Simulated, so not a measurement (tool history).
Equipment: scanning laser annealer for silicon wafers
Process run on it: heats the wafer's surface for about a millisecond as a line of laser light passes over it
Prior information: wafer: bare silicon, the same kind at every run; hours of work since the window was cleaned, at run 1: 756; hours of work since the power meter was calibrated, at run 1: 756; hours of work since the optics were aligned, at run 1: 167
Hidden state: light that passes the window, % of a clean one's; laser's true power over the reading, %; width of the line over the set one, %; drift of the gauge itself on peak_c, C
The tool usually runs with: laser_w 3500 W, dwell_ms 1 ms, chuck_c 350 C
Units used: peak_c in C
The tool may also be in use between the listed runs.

run	day	laser_w	dwell_ms	chuck_c	hours of work since the window was cleaned	hours of work since the power meter was calibrated	hours of work since the optics were aligned	peak_c
1	0	3500	1	350	756	756	167	1056
2	1.479	3500	1	350	773	773	184	1055
3	3.417	3500	1	350	795	795	206	1054
4	4.338	3500	1	350	806	806	217	1049
5	5.721	3500	1	326	822	822	233	1031
6	6.996	3500	1	350	836	836	247	1050
7	8.862	3500	1	350	858	858	269	1046
8	10.608	3500	1	350	878	878	289	1047
9	11.833	3173	1	350	892	892	303	958
# day 12.2: optics aligned, line set to its width
10	13.162	3403	1	350	905	905	11	1017
11	14.229	3040	0.75	312	917	917	23	796
12	15.042	3155	0.75	315	927	927	33	823
13	16.488	3212	1	323	943	943	49	938
# day 16.833: optics aligned, line set to its width, once more
# day 17.392: window over the wafer cleaned
14	18.504	3212	1	323	13	963	18	984
15	19.292	3212	1	323	22	972	27	983
16	20.488	3212	1	323	36	986	41	982
17	21.804	3278	0.87	332	51	1001	56	955
18	23.379	3278	0.87	332	69	1019	74	954

Branching from run 18: 3 alternative next runs. What would each branch give?
A	24.204	3164	1	350	79	1029	84	?
B	24.204	3500	0.72	369	79	1029	84	?
C	24.204	3394	0.98	332	79	1029	84	?

run	peak_c
A	992
B	977
C	1030
What these runs would have given with no unlogged condition in the tool:
run	peak_c
A	996
B	980
C	1034
